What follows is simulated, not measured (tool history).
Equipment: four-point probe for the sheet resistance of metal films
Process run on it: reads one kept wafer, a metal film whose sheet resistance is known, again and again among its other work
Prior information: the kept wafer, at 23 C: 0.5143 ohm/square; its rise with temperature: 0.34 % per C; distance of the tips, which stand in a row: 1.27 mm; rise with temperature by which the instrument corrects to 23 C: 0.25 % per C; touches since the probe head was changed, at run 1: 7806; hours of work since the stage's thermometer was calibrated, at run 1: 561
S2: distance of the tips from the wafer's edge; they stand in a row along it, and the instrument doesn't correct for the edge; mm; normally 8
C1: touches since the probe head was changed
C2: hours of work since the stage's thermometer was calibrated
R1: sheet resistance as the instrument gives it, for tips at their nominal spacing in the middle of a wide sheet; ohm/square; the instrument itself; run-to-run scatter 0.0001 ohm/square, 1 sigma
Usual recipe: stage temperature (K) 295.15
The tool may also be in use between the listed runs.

run 1 day=0.000 | stage_temperature_(K)=295.15 S2=8 | C1=7806 C2=561 | R1=0.520631
run 2 day=0.358 | stage_temperature_(K)=295.15 S2=8 | C1=8203 C2=566 | R1=0.520638
run 3 day=0.967 | stage_temperature_(K)=295.15 S2=8 | C1=8874 C2=574 | R1=0.520971
run 4 day=1.596 | stage_temperature_(K)=295.15 S2=8 | C1=9567 C2=583 | R1=0.520802
run 5 day=2.088 | stage_temperature_(K)=295.15 S2=8 | C1=10112 C2=589 | R1=0.520620
run 6 day=2.758 | stage_temperature_(K)=295.15 S2=8 | C1=10853 C2=598 | R1=0.520805
run 7 day=3.133 | stage_temperature_(K)=295.15 S2=8 | C1=11265 C2=603 | R1=0.520513
run 8 day=3.638 | stage_temperature_(K)=298.15 S2=19 | C1=11821 C2=610 | R1=0.516575
run 9 day=4.025 | stage_temperature_(K)=307.15 S2=19 | C1=12251 C2=615 | R1=0.520164
run 10 day=4.400 | stage_temperature_(K)=295.15 S2=6 | C1=12668 C2=620 | R1=0.526068
run 11 day=5.075 | stage_temperature_(K)=295.15 S2=6 | C1=13412 C2=629 | R1=0.526041
run 12 day=5.675 | stage_temperature_(K)=306.15 S2=10 | C1=14074 C2=637 | R1=0.523205
run 13 day=6.212 | stage_temperature_(K)=296.15 S2=49 | C1=14669 C2=645 | R1=0.514594

Consider 4 possible next runs. They are alternatives, not a sequence: every one starts from the tool as it was left by run 13. What does each give?
run A day=6.900 | stage_temperature_(K)=293.15 S2=49 | C1=15426 C2=654 | R1=?
run B day=6.900 | stage_temperature_(K)=295.15 S2=11 | C1=15426 C2=654 | R1=?
run C day=6.900 | stage_temperature_(K)=307.15 S2=4 | C1=15426 C2=654 | R1=?
run D day=6.900 | stage_temperature_(K)=298.15 S2=3 | C1=15426 C2=654 | R1=?

run=A R1=0.513149
run=B R1=0.517585
run=C R1=0.545524
run=D R1=0.560169
Without the tool's hidden state the same runs would have given:
run=A R1=0.513155
run=B R1=0.517591
run=C R1=0.545530
run=D R1=0.560175

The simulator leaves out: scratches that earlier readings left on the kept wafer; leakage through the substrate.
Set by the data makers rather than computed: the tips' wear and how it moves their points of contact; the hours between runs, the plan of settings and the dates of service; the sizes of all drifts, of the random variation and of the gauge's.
